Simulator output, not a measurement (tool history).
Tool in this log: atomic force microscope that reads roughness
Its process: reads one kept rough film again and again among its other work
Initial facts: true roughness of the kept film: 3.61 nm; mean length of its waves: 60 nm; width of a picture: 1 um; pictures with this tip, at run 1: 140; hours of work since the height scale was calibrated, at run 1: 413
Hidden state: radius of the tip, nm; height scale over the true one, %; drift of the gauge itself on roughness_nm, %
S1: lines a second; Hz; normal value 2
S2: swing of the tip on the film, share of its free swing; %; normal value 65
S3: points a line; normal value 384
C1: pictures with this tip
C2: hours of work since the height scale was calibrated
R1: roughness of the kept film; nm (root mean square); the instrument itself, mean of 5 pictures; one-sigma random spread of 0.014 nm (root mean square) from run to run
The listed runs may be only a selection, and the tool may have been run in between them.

run	hour	S1	S2	S3	C1	C2	R1
1	0	2	65	384	140	413	2.927
2	25.4	2	65	384	193	433	2.864
# hour 33.1: new tip fitted
3	53.3	2	65	384	42	454	3.152
4	84.6	2	65	384	106	477	3.021
5	113.9	2	65	384	167	500	2.897
# hour 132.2: new tip fitted
6	148.6	2	65	950	34	526	3.192
7	176.6	2	65	950	92	547	3.06
8	205.7	2	65	950	151	569	2.934
9	227.5	2	65	950	196	586	2.841
# hour 231.2: new tip fitted
10	251.6	0.91	65	384	42	604	3.261
11	272.5	0.91	65	384	85	620	3.16
12	307.3	3.97	62	699	156	647	2.812
# hour 330.8: new tip fitted
13	333.8	3.97	62	699	6	667	3.133
14	355.8	3.97	62	699	51	683	3.024
15	389.4	3.95	81	699	120	709	2.489
# hour 392.7: height scale calibrated on a step standard
16	419.4	2	62	384	180	20	2.867
# hour 432.6: new tip fitted
17	441.8	2	62	384	19	37	3.219
18	475.2	0.5	67	274	88	63	3.147
# hour 483.5: height scale calibrated on a step standard, once more
19	499.3	0.5	67	274	135	12	3.11
# hour 533.2: new tip fitted
20	537.9	1.21	78	274	10	41	3.203
21	560.8	2.82	71	894	57	59	2.968
22	589.4	1.5	58	390	116	80	3.102

What if the next run were any one of these 4? Each begins from the tool's condition after run 22:
A	626.2	2.7	71	490	191	108	?
B	626.2	2.28	84	384	191	108	?
C	626.2	0.51	77	384	191	108	?
D	626.2	2	65	559	191	108	?

run	R1
A	2.75
B	2.572
C	2.952
D	2.866
Stripped of hidden state, with their random variation kept, the same runs would have yielded:
run	R1
A	3.149
B	2.944
C	3.381
D	3.282
